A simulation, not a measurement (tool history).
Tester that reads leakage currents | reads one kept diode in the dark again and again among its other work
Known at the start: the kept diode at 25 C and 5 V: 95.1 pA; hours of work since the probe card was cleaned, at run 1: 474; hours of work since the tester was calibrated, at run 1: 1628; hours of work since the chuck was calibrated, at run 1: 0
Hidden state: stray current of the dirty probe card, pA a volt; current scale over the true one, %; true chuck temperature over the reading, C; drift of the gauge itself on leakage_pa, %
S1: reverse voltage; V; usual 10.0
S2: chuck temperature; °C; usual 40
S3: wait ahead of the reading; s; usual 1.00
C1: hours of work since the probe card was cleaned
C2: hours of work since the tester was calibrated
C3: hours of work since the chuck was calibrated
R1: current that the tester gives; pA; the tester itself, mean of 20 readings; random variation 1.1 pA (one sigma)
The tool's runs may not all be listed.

run,day,S1,S2,S3,C1,C2,C3,R1
1,0.000,10.0,40,1.00,474,1628,0,355.94
2,5.567,14.5,40,1.00,555,1710,81,403.56
3,14.454,10.0,40,1.15,685,1839,211,355.46
4,21.546,10.0,40,0.77,788,1943,314,356.50
5,29.200,10.0,46,1.00,900,2054,426,532.77
6,37.979,10.0,46,1.00,1028,2183,554,532.00
7,42.383,10.0,40,1.00,1092,2247,618,356.78
8,51.492,10.0,40,1.00,1225,2380,751,355.95
9,56.271,2.9,40,1.00,1295,2449,821,231.98
10,62.000,10.0,48,1.00,1379,2533,905,605.74
11,65.808,10.0,29,1.00,1434,2589,960,164.54
12,74.925,10.0,40,1.62,1567,2722,1093,353.38
13,78.746,10.0,40,1.62,1623,2777,1149,355.86
14,82.629,10.0,40,0.84,1680,2834,1206,357.22
15,86.783,10.0,40,0.84,1740,2895,1266,354.26
16,91.538,10.0,40,0.84,1810,2964,1336,354.98
17,100.512,10.0,40,0.84,1941,3095,1467,355.37
18,109.442,10.0,40,2.25,2071,3225,1597,354.73
19,114.904,10.0,40,2.25,2151,3305,1677,354.11
20,119.188,4.4,24,1.00,2213,3367,1739,85.33
21,124.504,10.0,24,9.74,2291,3445,1817,113.05
22,129.171,2.1,45,4.08,2359,3513,1885,288.81
23,136.146,2.1,45,4.08,2461,3615,1986,287.97
# day 136.971: chuck's temperature calibrated
24,143.196,4.7,30,5.63,2562,3717,91,135.32
25,151.096,9.2,49,2.14,2677,3832,206,627.21
# day 157.467: probe card cleaned and baked
26,157.954,1.8,39,5.62,7,3930,304,183.33
27,161.671,1.4,27,2.14,61,3984,359,71.88
28,169.592,9.1,21,3.16,177,4100,474,86.76
29,176.796,9.1,21,3.16,282,4205,579,86.82
30,181.996,10.0,50,1.61,358,4281,655,687.96
31,188.117,7.4,42,1.00,447,4370,744,366.74
32,195.471,7.4,42,1.00,555,4477,852,367.95
# day 197.850: tester calibrated
33,201.008,10.0,40,7.62,634,46,931,352.76
34,209.662,3.4,47,1.00,760,172,1058,390.26
35,217.900,3.4,47,1.00,881,293,1178,389.96
36,226.138,4.1,40,1.00,1001,413,1298,260.35
37,234.729,4.1,40,1.00,1126,538,1423,260.39

Forecast each of these 4 alternatives for the next run:
A,238.958,10.0,25,2.80,1188,600,1485,?
B,238.958,7.7,40,0.79,1188,600,1485,?
C,238.958,3.2,59,1.15,1188,600,1485,?
D,238.958,3.7,40,0.49,1188,600,1485,?

run,R1
A,121.97
B,326.39
C,811.58
D,253.79
Without the tool's hidden state the same runs would have given:
run,R1
A,122.01
B,326.69
C,812.38
D,254.05
